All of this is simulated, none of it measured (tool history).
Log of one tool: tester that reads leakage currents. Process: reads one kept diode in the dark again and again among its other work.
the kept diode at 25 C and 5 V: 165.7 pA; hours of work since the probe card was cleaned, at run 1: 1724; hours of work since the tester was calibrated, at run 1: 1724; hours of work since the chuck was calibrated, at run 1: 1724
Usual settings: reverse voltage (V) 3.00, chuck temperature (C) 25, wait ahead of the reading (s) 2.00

run,hour,reverse voltage (V),chuck temperature (C),wait ahead of the reading (s),hours of work since the probe card was cleaned,hours of work since the tester was calibrated,hours of work since the chuck was calibrated,current that the tester gives (pA)
1,0.0,3.00,25,2.00,1724,1724,1724,151.58
2,70.7,3.00,25,2.00,1775,1775,1775,151.97
3,201.8,3.00,25,6.28,1871,1871,1871,152.81
4,289.7,3.00,25,6.28,1935,1935,1935,153.99
5,416.1,3.00,25,2.00,2028,2028,2028,155.78
6,539.1,3.00,25,4.97,2118,2118,2118,157.03
7,612.4,3.00,25,0.55,2171,2171,2171,159.12
8,725.7,3.00,25,0.55,2254,2254,2254,160.95
# hour 765.9: probe card cleaned and baked
# hour 778.4: chuck's temperature calibrated
9,793.0,3.00,25,0.55,18,2299,11,132.48
# hour 865.7: tester calibrated
10,904.9,3.00,25,0.55,99,29,91,134.35
11,996.5,3.00,25,0.55,166,96,158,134.87
12,1143.2,7.99,25,2.00,273,203,265,228.14
13,1251.3,7.99,25,2.00,352,282,344,230.43
# hour 1297.4: tester calibrated, once more
14,1348.1,3.00,29,2.00,421,37,413,196.54
15,1439.6,3.00,29,2.00,488,104,480,197.44
16,1563.4,3.00,25,2.00,578,194,571,137.48
17,1713.2,3.00,25,2.00,688,304,680,139.50
18,1778.8,3.00,25,2.00,736,352,728,140.00
19,1857.7,3.00,25,2.00,793,409,786,140.60
20,1956.3,1.98,25,2.00,865,481,858,113.54
21,2081.8,15.72,40,2.30,957,573,949,1307.41
22,2159.8,15.72,40,2.30,1014,630,1006,1327.74
23,2283.3,15.72,40,2.30,1104,720,1097,1333.36
24,2391.6,15.69,51,0.32,1183,799,1176,3309.41
25,2488.1,2.87,25,6.53,1254,870,1246,144.61
26,2603.0,2.87,25,6.53,1338,954,1330,145.52
27,2750.6,2.87,25,6.53,1446,1062,1438,147.47
28,2884.8,2.87,33,0.55,1544,1160,1536,304.74
29,2960.3,2.87,33,0.55,1599,1215,1591,307.77

Run 30 comes next. What will it give?
30,3052.8,4.59,27,0.55,1666,1282,1659,?

Run 30 gave current that the tester gives (pA) 234.24.
Without the tool's hidden state the same run would have given current that the tester gives (pA) 192.76.
